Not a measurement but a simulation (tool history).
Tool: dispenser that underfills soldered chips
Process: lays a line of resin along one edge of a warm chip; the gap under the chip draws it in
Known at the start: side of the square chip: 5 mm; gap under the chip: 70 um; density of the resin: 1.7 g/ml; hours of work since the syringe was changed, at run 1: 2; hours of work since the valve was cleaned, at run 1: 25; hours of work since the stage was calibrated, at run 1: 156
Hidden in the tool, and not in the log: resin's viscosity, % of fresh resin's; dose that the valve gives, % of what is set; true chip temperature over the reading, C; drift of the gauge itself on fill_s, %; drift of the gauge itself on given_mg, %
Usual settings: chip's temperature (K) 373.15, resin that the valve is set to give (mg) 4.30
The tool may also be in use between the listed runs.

run	day	chip's temperature (K)	resin that the valve is set to give (mg)	hours of work since the syringe was changed	hours of work since the valve was cleaned	hours of work since the stage was calibrated	time until the resin shows at the far edge (s)	resin that the valve gave (mg)
1	0.000	373.15	4.30	2	25	156	25.8	4.25
2	0.138	373.15	4.30	5	27	159	31.5	4.24
3	0.333	373.15	4.30	9	31	162	42.2	4.23
4	0.467	373.15	4.30	11	33	165	51.6	4.25
# day 0.500: new syringe of resin
5	0.604	373.15	4.30	2	36	167	24.3	4.24
6	0.775	373.15	4.34	5	39	170	31.0	4.26
7	1.012	373.15	4.34	9	43	175	44.1	4.26
# day 1.129: new syringe of resin
8	1.133	369.15	4.30	0	45	177	24.5	4.18
9	1.258	373.15	4.30	2	47	179	25.4	4.17
10	1.400	388.15	4.30	5	50	181	18.8	4.17
11	1.504	375.15	4.30	7	52	183	33.9	4.17
12	1.617	375.15	4.30	9	54	185	39.8	4.17
# day 1.758: new syringe of resin
13	1.879	373.15	4.30	2	59	190	24.6	4.13
14	1.988	373.15	4.30	4	60	192	28.5	4.16
15	2.092	388.15	4.41	6	62	194	20.9	4.24
16	2.296	388.15	4.41	10	66	198	28.2	4.25
# day 2.396: new syringe of resin
17	2.504	388.15	4.41	2	70	201	15.5	4.24
18	2.608	361.15	5.27	4	72	203	42.2	5.07
19	2.717	361.15	5.27	6	74	205	48.8	5.05
20	2.879	362.15	5.47	9	77	208	60.1	5.22
# day 3.029: new syringe of resin
21	3.138	385.15	4.91	2	81	213	16.7	4.67
22	3.371	380.15	4.51	6	85	217	27.6	4.31
23	3.488	363.15	5.25	8	88	219	57.8	4.96
# day 3.662: new syringe of resin
24	3.708	369.15	4.78	1	91	223	24.0	4.53
25	3.921	369.15	4.78	5	95	227	33.5	4.53
26	4.046	360.15	3.87	7	98	229	59.4	3.65
27	4.150	368.15	3.82	9	100	231	51.8	3.59

Forecast each of these 5 alternatives for the next run:
# day 4.292: new syringe of resin
A	4.304	373.15	5.14	0	102	234	?	?
# day 4.292: new syringe of resin
B	4.304	373.15	5.15	0	102	234	?	?
# day 4.292: new syringe of resin
C	4.304	383.15	3.94	0	102	234	?	?
# day 4.292: new syringe of resin
D	4.304	375.15	4.29	0	102	234	?	?
# day 4.292: new syringe of resin
E	4.304	370.15	4.30	0	102	234	?	?

run	time until the resin shows at the far edge (s)	resin that the valve gave (mg)
A	20.3	4.81
B	20.8	4.83
C	15.8	3.71
D	20.3	4.04
E	23.6	4.01
Without the tool's hidden state the same runs would have given:
run	time until the resin shows at the far edge (s)	resin that the valve gave (mg)
A	20.0	5.11
B	20.5	5.14
C	15.3	3.94
D	19.8	4.30
E	23.0	4.26

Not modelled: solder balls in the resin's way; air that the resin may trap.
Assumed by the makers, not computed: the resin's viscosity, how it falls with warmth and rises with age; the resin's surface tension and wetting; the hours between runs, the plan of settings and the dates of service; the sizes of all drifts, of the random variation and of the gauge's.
